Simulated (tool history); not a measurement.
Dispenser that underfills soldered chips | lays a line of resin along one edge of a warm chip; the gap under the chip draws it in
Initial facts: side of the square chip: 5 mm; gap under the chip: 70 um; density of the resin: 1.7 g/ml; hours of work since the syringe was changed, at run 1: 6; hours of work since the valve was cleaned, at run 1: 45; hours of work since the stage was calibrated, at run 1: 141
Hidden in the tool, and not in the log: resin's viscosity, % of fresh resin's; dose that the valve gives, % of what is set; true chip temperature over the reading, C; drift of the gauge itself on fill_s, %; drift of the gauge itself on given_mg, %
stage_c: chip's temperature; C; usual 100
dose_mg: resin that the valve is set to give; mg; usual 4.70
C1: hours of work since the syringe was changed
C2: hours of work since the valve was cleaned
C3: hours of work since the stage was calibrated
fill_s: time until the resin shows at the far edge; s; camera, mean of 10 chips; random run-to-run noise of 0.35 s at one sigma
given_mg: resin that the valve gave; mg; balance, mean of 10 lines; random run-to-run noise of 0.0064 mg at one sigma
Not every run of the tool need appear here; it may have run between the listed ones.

{"run": 1, "hour": 0.0, "stage_c": 100, "dose_mg": 4.7, "C1": 6, "C2": 45, "C3": 141, "fill_s": 30.6, "given_mg": 4.59}
{"hour": 2.7, "done": "new syringe of resin"}
{"run": 2, "hour": 7.3, "stage_c": 100, "dose_mg": 4.7, "C1": 3, "C2": 50, "C3": 146, "fill_s": 23.4, "given_mg": 4.589}
{"run": 3, "hour": 12.8, "stage_c": 100, "dose_mg": 4.7, "C1": 6, "C2": 53, "C3": 149, "fill_s": 30.8, "given_mg": 4.568}
{"hour": 15.2, "done": "new syringe of resin"}
{"run": 4, "hour": 17.4, "stage_c": 96, "dose_mg": 4.7, "C1": 1, "C2": 56, "C3": 152, "fill_s": 24.2, "given_mg": 4.583}
{"run": 5, "hour": 20.6, "stage_c": 94, "dose_mg": 4.7, "C1": 3, "C2": 58, "C3": 154, "fill_s": 30.4, "given_mg": 4.574}
{"hour": 23.3, "done": "dispensing valve cleaned and set on the balance"}
{"run": 6, "hour": 25.2, "stage_c": 103, "dose_mg": 4.7, "C1": 6, "C2": 1, "C3": 156, "fill_s": 28.1, "given_mg": 4.691}
{"hour": 28.8, "done": "new syringe of resin"}
{"run": 7, "hour": 32.4, "stage_c": 103, "dose_mg": 4.7, "C1": 2, "C2": 6, "C3": 161, "fill_s": 20.8, "given_mg": 4.695}
{"run": 8, "hour": 36.2, "stage_c": 103, "dose_mg": 4.7, "C1": 5, "C2": 8, "C3": 163, "fill_s": 25.2, "given_mg": 4.676}
{"hour": 41.8, "done": "new syringe of resin"}
{"run": 9, "hour": 43.0, "stage_c": 103, "dose_mg": 4.7, "C1": 1, "C2": 12, "C3": 167, "fill_s": 18.3, "given_mg": 4.667}
{"run": 10, "hour": 48.5, "stage_c": 103, "dose_mg": 4.7, "C1": 4, "C2": 16, "C3": 171, "fill_s": 23.9, "given_mg": 4.677}
{"run": 11, "hour": 53.2, "stage_c": 100, "dose_mg": 4.7, "C1": 7, "C2": 19, "C3": 174, "fill_s": 33.9, "given_mg": 4.651}
{"hour": 54.5, "done": "new syringe of resin"}
{"run": 12, "hour": 60.0, "stage_c": 87, "dose_mg": 5.24, "C1": 4, "C2": 23, "C3": 178, "fill_s": 36.2, "given_mg": 5.17}
{"run": 13, "hour": 64.4, "stage_c": 100, "dose_mg": 4.44, "C1": 6, "C2": 26, "C3": 181, "fill_s": 31.2, "given_mg": 4.388}
{"hour": 67.5, "done": "new syringe of resin"}
{"run": 14, "hour": 70.7, "stage_c": 100, "dose_mg": 4.44, "C1": 2, "C2": 30, "C3": 185, "fill_s": 22.2, "given_mg": 4.368}
{"run": 15, "hour": 74.9, "stage_c": 100, "dose_mg": 4.35, "C1": 5, "C2": 32, "C3": 188, "fill_s": 28.1, "given_mg": 4.285}
{"run": 16, "hour": 79.0, "stage_c": 112, "dose_mg": 4.38, "C1": 7, "C2": 35, "C3": 190, "fill_s": 23.9, "given_mg": 4.312}
{"hour": 80.3, "done": "new syringe of resin"}
{"run": 17, "hour": 85.4, "stage_c": 112, "dose_mg": 4.38, "C1": 3, "C2": 39, "C3": 194, "fill_s": 17.4, "given_mg": 4.298}
{"run": 18, "hour": 90.1, "stage_c": 112, "dose_mg": 4.38, "C1": 6, "C2": 42, "C3": 197, "fill_s": 22.4, "given_mg": 4.298}
{"hour": 93.1, "done": "new syringe of resin"}
{"run": 19, "hour": 95.6, "stage_c": 110, "dose_mg": 4.38, "C1": 2, "C2": 45, "C3": 200, "fill_s": 16.5, "given_mg": 4.289}
{"run": 20, "hour": 101.9, "stage_c": 110, "dose_mg": 4.38, "C1": 6, "C2": 49, "C3": 205, "fill_s": 23.1, "given_mg": 4.277}
{"hour": 105.7, "done": "new syringe of resin"}
{"run": 21, "hour": 107.0, "stage_c": 105, "dose_mg": 4.88, "C1": 1, "C2": 52, "C3": 208, "fill_s": 17.9, "given_mg": 4.755}

Consider 5 possible next runs. They are alternatives, not a sequence: every one starts from the tool as it was left by run 21. What does each give?
{"run": "A", "hour": 114.1, "stage_c": 100, "dose_mg": 4.72, "C1": 5, "C2": 57, "C3": 212, "fill_s": "?", "given_mg": "?"}
{"run": "B", "hour": 114.1, "stage_c": 97, "dose_mg": 5.98, "C1": 5, "C2": 57, "C3": 212, "fill_s": "?", "given_mg": "?"}
{"run": "C", "hour": 114.1, "stage_c": 114, "dose_mg": 4.88, "C1": 5, "C2": 57, "C3": 212, "fill_s": "?", "given_mg": "?"}
{"run": "D", "hour": 114.1, "stage_c": 86, "dose_mg": 6.06, "C1": 5, "C2": 57, "C3": 212, "fill_s": "?", "given_mg": "?"}
{"run": "E", "hour": 114.1, "stage_c": 98, "dose_mg": 4.67, "C1": 5, "C2": 57, "C3": 212, "fill_s": "?", "given_mg": "?"}

run=A fill_s=28.7 given_mg=4.590
run=B fill_s=30.2 given_mg=5.811
run=C fill_s=19.2 given_mg=4.751
run=D fill_s=42.4 given_mg=5.895
run=E fill_s=30.9 given_mg=4.555
The same runs, with their run-to-run variation unchanged, on a tool lacking any hidden condition would have given:
run=A fill_s=18.5 given_mg=4.715
run=B fill_s=19.4 given_mg=5.970
run=C fill_s=12.1 given_mg=4.881
run=D fill_s=27.3 given_mg=6.056
run=E fill_s=20.0 given_mg=4.679
